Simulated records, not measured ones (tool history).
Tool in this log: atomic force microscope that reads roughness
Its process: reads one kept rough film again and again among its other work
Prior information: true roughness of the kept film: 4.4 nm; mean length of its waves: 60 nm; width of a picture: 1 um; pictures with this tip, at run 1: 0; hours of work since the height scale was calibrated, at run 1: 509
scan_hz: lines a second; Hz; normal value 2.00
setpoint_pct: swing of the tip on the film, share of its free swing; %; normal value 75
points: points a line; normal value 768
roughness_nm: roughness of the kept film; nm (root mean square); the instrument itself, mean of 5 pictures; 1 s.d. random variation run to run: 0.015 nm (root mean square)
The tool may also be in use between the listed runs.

run,hour,scan_hz,setpoint_pct,points,pictures with this tip,hours of work since the height scale was calibrated,roughness_nm
1,0.0,2.00,75,768,0,509,3.599
2,16.3,2.00,67,768,16,516,3.784
3,41.2,2.00,67,768,41,526,3.718
4,61.8,2.00,67,768,62,535,3.689
5,81.9,2.00,67,768,82,543,3.681
6,117.4,2.00,75,768,118,557,3.438
7,144.8,2.00,75,768,146,568,3.361
8,177.3,0.96,75,768,179,582,3.618
9,194.8,0.96,75,768,196,589,3.613
# hour 201.9: new tip fitted
10,229.8,2.00,75,768,28,603,3.520
11,255.6,2.00,75,313,54,614,3.497
12,281.6,2.00,75,313,80,624,3.468
13,297.4,0.63,79,768,96,631,3.808
14,320.5,1.64,74,768,119,640,3.546
15,343.5,2.94,80,768,143,649,3.003
16,382.2,3.10,80,303,182,665,2.891
# hour 405.1: new tip fitted
17,415.8,1.21,56,547,11,679,4.060
18,448.9,2.57,56,693,44,692,3.884
19,481.0,2.00,86,718,77,705,3.110
20,509.0,1.40,80,768,105,717,3.487
21,531.5,2.63,81,874,128,726,3.045
22,564.9,2.97,66,874,161,740,3.418
23,583.6,1.82,66,456,180,747,3.602

Run 24, settings as shown, results not yet in. Your forecast:
# hour 606.1: new tip fitted
24,606.1,1.82,66,456,0,756,?

{"run 24": {"roughness_nm": 3.814}}
Minus the tool's unlogged condition, the same run would have read roughness_nm 3.890 nm (root mean square).

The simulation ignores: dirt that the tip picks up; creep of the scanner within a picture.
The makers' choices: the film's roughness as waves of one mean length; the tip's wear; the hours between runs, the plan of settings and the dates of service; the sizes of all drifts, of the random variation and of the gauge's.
